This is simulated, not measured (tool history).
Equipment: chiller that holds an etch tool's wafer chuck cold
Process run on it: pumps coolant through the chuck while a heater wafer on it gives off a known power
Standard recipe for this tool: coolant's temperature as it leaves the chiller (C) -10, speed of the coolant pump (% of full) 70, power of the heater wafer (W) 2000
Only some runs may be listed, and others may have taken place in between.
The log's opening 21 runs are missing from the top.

run	day	coolant's temperature as it leaves the chiller (C)	speed of the coolant pump (% of full)	power of the heater wafer (W)	hours since the coolant was changed and the channels were flushed	hours since the pump was overhauled	hours since the chiller's thermometer was calibrated	chuck's temperature once it has settled (C)	how much warmer the coolant comes back (C)
22	67.483	-11	66	2261	2688	4737	4439	10.6	8.69
23	69.517	-4	94	2261	2737	4786	4488	12.7	5.95
24	72.108	-4	94	2261	2799	4848	4550	12.9	5.94
25	75.817	-4	67	2604	2888	4937	4639	20.6	9.89
26	80.454	-4	67	2604	2999	5048	4751	20.7	9.91
27	84.983	-20	73	1611	3108	5157	4859	-5.6	5.50
28	89.729	-12	82	2000	3222	5271	4973	4.3	6.02
29	92.400	-12	82	2000	3286	5335	5037	4.2	6.06
30	96.304	-11	82	2000	3380	5428	5131	5.2	5.99
# day 97.850: chiller's thermometer calibrated
31	100.162	-19	66	2380	3471	5520	56	3.6	9.06
32	102.508	-10	70	1121	3528	5576	112	0.4	3.88
33	106.708	-19	76	1067	3629	5677	213	-9.9	3.38

Branching from run 33: 3 alternative next runs. What would each branch give?
A	110.133	-6	99	2168	3711	5759	295	?	?
B	110.133	-14	70	2000	3711	5759	295	?	?
C	110.133	-17	90	2000	3711	5759	295	?	?

run	chuck's temperature once it has settled (C)	how much warmer the coolant comes back (C)
A	9.5	5.25
B	4.2	7.14
C	-1.8	5.38
With the hidden condition removed and each run's random variation left untouched, the same runs would have given:
run	chuck's temperature once it has settled (C)	how much warmer the coolant comes back (C)
A	9.5	5.44
B	4.2	7.33
C	-1.8	5.57

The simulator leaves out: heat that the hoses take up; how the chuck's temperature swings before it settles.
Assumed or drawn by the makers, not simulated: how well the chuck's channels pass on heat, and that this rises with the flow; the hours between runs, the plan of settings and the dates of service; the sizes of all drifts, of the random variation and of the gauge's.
